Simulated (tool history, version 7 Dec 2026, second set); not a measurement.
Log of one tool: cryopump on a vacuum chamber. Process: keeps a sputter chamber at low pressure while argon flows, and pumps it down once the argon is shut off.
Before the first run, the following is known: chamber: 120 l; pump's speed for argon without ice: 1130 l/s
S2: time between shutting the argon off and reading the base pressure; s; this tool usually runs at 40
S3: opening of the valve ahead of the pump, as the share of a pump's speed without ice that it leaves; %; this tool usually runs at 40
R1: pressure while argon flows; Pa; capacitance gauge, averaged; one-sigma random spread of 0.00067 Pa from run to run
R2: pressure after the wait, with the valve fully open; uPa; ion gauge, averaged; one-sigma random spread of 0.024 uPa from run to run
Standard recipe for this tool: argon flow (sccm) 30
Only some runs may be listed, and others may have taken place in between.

{"run": 1, "hour": 0.0, "argon flow (sccm)": 30, "S2": 40, "S3": 40, "R1": 0.1139, "R2": 1.24}
{"run": 2, "hour": 25.2, "argon flow (sccm)": 30, "S2": 40, "S3": 40, "R1": 0.1139, "R2": 1.24}
{"run": 3, "hour": 38.4, "argon flow (sccm)": 30, "S2": 40, "S3": 40, "R1": 0.1149, "R2": 1.21}
{"run": 4, "hour": 64.3, "argon flow (sccm)": 30, "S2": 40, "S3": 40, "R1": 0.1155, "R2": 1.2}
{"run": 5, "hour": 88.5, "argon flow (sccm)": 30, "S2": 40, "S3": 40, "R1": 0.1162, "R2": 1.27}
{"run": 6, "hour": 102.9, "argon flow (sccm)": 30, "S2": 40, "S3": 40, "R1": 0.1149, "R2": 1.3}
{"run": 7, "hour": 116.3, "argon flow (sccm)": 30, "S2": 40, "S3": 40, "R1": 0.1171, "R2": 1.3}
{"run": 8, "hour": 135.4, "argon flow (sccm)": 30, "S2": 40, "S3": 40, "R1": 0.1145, "R2": 1.29}
{"run": 9, "hour": 157.9, "argon flow (sccm)": 30, "S2": 40, "S3": 46, "R1": 0.1007, "R2": 1.27}
{"run": 10, "hour": 173.6, "argon flow (sccm)": 30, "S2": 40, "S3": 46, "R1": 0.1005, "R2": 1.3}
{"run": 11, "hour": 202.6, "argon flow (sccm)": 59, "S2": 40, "S3": 40, "R1": 0.2305, "R2": 1.33}
{"run": 12, "hour": 217.6, "argon flow (sccm)": 20, "S2": 40, "S3": 40, "R1": 0.0771, "R2": 1.31}
{"run": 13, "hour": 246.7, "argon flow (sccm)": 20, "S2": 40, "S3": 24, "R1": 0.1269, "R2": 1.36}
{"run": 14, "hour": 271.6, "argon flow (sccm)": 20, "S2": 40, "S3": 35, "R1": 0.0882, "R2": 1.35}
{"run": 15, "hour": 285.2, "argon flow (sccm)": 20, "S2": 40, "S3": 35, "R1": 0.088, "R2": 1.37}
{"run": 16, "hour": 298.1, "argon flow (sccm)": 17, "S2": 40, "S3": 40, "R1": 0.0661, "R2": 1.39}
{"run": 17, "hour": 315.7, "argon flow (sccm)": 17, "S2": 40, "S3": 40, "R1": 0.0657, "R2": 1.4}
{"run": 18, "hour": 335.3, "argon flow (sccm)": 17, "S2": 40, "S3": 40, "R1": 0.0667, "R2": 1.37}
{"run": 19, "hour": 362.4, "argon flow (sccm)": 25, "S2": 71, "S3": 40, "R1": 0.098, "R2": 1.06}
{"run": 20, "hour": 380.7, "argon flow (sccm)": 24, "S2": 52, "S3": 18, "R1": 0.2031, "R2": 1.24}
{"run": 21, "hour": 397.1, "argon flow (sccm)": 60, "S2": 21, "S3": 25, "R1": 0.3688, "R2": 2.03}
{"run": 22, "hour": 411.2, "argon flow (sccm)": 32, "S2": 288, "S3": 55, "R1": 0.0925, "R2": 0.87}
{"run": 23, "hour": 424.3, "argon flow (sccm)": 32, "S2": 288, "S3": 55, "R1": 0.0929, "R2": 0.8}
{"run": 24, "hour": 445.0, "argon flow (sccm)": 30, "S2": 21, "S3": 41, "R1": 0.1154, "R2": 2.05}
{"run": 25, "hour": 464.1, "argon flow (sccm)": 51, "S2": 252, "S3": 41, "R1": 0.1961, "R2": 0.85}
{"run": 26, "hour": 488.1, "argon flow (sccm)": 41, "S2": 253, "S3": 41, "R1": 0.1579, "R2": 0.85}
{"run": 27, "hour": 504.5, "argon flow (sccm)": 41, "S2": 253, "S3": 41, "R1": 0.157, "R2": 0.88}
{"run": 28, "hour": 524.5, "argon flow (sccm)": 41, "S2": 253, "S3": 41, "R1": 0.159, "R2": 0.92}
{"run": 29, "hour": 544.5, "argon flow (sccm)": 41, "S2": 253, "S3": 41, "R1": 0.1601, "R2": 0.91}
{"run": 30, "hour": 568.9, "argon flow (sccm)": 30, "S2": 118, "S3": 28, "R1": 0.1673, "R2": 1.04}
{"run": 31, "hour": 587.5, "argon flow (sccm)": 16, "S2": 45, "S3": 59, "R1": 0.044, "R2": 1.45}
{"run": 32, "hour": 603.0, "argon flow (sccm)": 49, "S2": 40, "S3": 17, "R1": 0.4399, "R2": 1.49}
{"run": 33, "hour": 619.1, "argon flow (sccm)": 49, "S2": 40, "S3": 17, "R1": 0.4416, "R2": 1.48}
{"run": 34, "hour": 636.3, "argon flow (sccm)": 49, "S2": 40, "S3": 17, "R1": 0.4439, "R2": 1.52}

Below are 3 alternative next runs, each starting from the tool's condition after run 34. Predict each:
{"run": "A", "hour": 662.9, "argon flow (sccm)": 49, "S2": 57, "S3": 17, "R1": "?", "R2": "?"}
{"run": "B", "hour": 662.9, "argon flow (sccm)": 49, "S2": 40, "S3": 19, "R1": "?", "R2": "?"}
{"run": "C", "hour": 662.9, "argon flow (sccm)": 15, "S2": 36, "S3": 42, "R1": "?", "R2": "?"}

run=A R1=0.4425 R2=1.32
run=B R1=0.3952 R2=1.58
run=C R1=0.0563 R2=1.62
With the hidden condition removed and each run's random variation left untouched, the same runs would have given:
run=A R1=0.4306 R2=0.73
run=B R1=0.3832 R2=0.98
run=C R1=0.0527 R2=1.02

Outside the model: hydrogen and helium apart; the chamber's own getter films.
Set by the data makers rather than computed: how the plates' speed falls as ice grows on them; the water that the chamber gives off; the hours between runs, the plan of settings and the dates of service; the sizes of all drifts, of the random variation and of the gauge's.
